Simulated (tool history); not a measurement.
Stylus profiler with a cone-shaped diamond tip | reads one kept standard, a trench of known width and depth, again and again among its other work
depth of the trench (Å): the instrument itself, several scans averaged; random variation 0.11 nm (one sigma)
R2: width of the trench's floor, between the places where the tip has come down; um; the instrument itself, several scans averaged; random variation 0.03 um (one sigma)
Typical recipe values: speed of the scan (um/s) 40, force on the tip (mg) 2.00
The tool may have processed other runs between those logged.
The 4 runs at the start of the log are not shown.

run 5 hour=120.0 | speed_of_the_scan_(um/s)=40 force_on_the_tip_(mg)=2.00 | depth_of_the_trench_(Å)=2005.8 R2=96.64
run 6 hour=149.5 | speed_of_the_scan_(um/s)=40 force_on_the_tip_(mg)=4.55 | depth_of_the_trench_(Å)=2013.7 R2=96.70
run 7 hour=176.9 | speed_of_the_scan_(um/s)=40 force_on_the_tip_(mg)=4.55 | depth_of_the_trench_(Å)=2016.2 R2=96.67
run 8 hour=207.9 | speed_of_the_scan_(um/s)=40 force_on_the_tip_(mg)=2.00 | depth_of_the_trench_(Å)=2004.0 R2=96.64
run 9 hour=248.2 | speed_of_the_scan_(um/s)=40 force_on_the_tip_(mg)=2.00 | depth_of_the_trench_(Å)=2004.9 R2=96.65
run 10 hour=280.8 | speed_of_the_scan_(um/s)=40 force_on_the_tip_(mg)=2.00 | depth_of_the_trench_(Å)=2005.7 R2=96.68
run 11 hour=319.0 | speed_of_the_scan_(um/s)=40 force_on_the_tip_(mg)=2.00 | depth_of_the_trench_(Å)=2005.8 R2=96.66
run 12 hour=364.1 | speed_of_the_scan_(um/s)=40 force_on_the_tip_(mg)=0.72 | depth_of_the_trench_(Å)=1998.4 R2=96.48
run 13 hour=386.8 | speed_of_the_scan_(um/s)=40 force_on_the_tip_(mg)=2.00 | depth_of_the_trench_(Å)=2004.0 R2=96.61
run 14 hour=424.9 | speed_of_the_scan_(um/s)=40 force_on_the_tip_(mg)=2.00 | depth_of_the_trench_(Å)=2005.2 R2=96.60
run 15 hour=473.0 | speed_of_the_scan_(um/s)=40 force_on_the_tip_(mg)=2.00 | depth_of_the_trench_(Å)=2004.6 R2=96.58
run 16 hour=498.9 | speed_of_the_scan_(um/s)=40 force_on_the_tip_(mg)=2.00 | depth_of_the_trench_(Å)=2002.7 R2=96.58
run 17 hour=526.8 | speed_of_the_scan_(um/s)=40 force_on_the_tip_(mg)=1.56 | depth_of_the_trench_(Å)=2002.8 R2=96.55
run 18 hour=551.5 | speed_of_the_scan_(um/s)=40 force_on_the_tip_(mg)=1.81 | depth_of_the_trench_(Å)=2001.9 R2=96.52
run 19 hour=601.5 | speed_of_the_scan_(um/s)=40 force_on_the_tip_(mg)=1.81 | depth_of_the_trench_(Å)=2003.4 R2=96.51
run 20 hour=636.1 | speed_of_the_scan_(um/s)=40 force_on_the_tip_(mg)=2.00 | depth_of_the_trench_(Å)=2002.9 R2=96.56
run 21 hour=660.9 | speed_of_the_scan_(um/s)=20 force_on_the_tip_(mg)=2.32 | depth_of_the_trench_(Å)=2005.2 R2=96.63
run 22 hour=700.0 | speed_of_the_scan_(um/s)=40 force_on_the_tip_(mg)=2.12 | depth_of_the_trench_(Å)=2004.2 R2=96.57
run 23 hour=729.0 | speed_of_the_scan_(um/s)=40 force_on_the_tip_(mg)=2.12 | depth_of_the_trench_(Å)=2003.9 R2=96.54

Run 24 comes next. What will it give?
run 24 hour=762.5 | speed_of_the_scan_(um/s)=40 force_on_the_tip_(mg)=2.12 | depth_of_the_trench_(Å)=? R2=?

{"run 24": {"depth of the trench (Å)": 2002.8, "R2": 96.51}}
On a tool with no hidden condition, and with the same random variation, this run would have come out at depth of the trench (Å) 2012.9, R2 97.06 um.
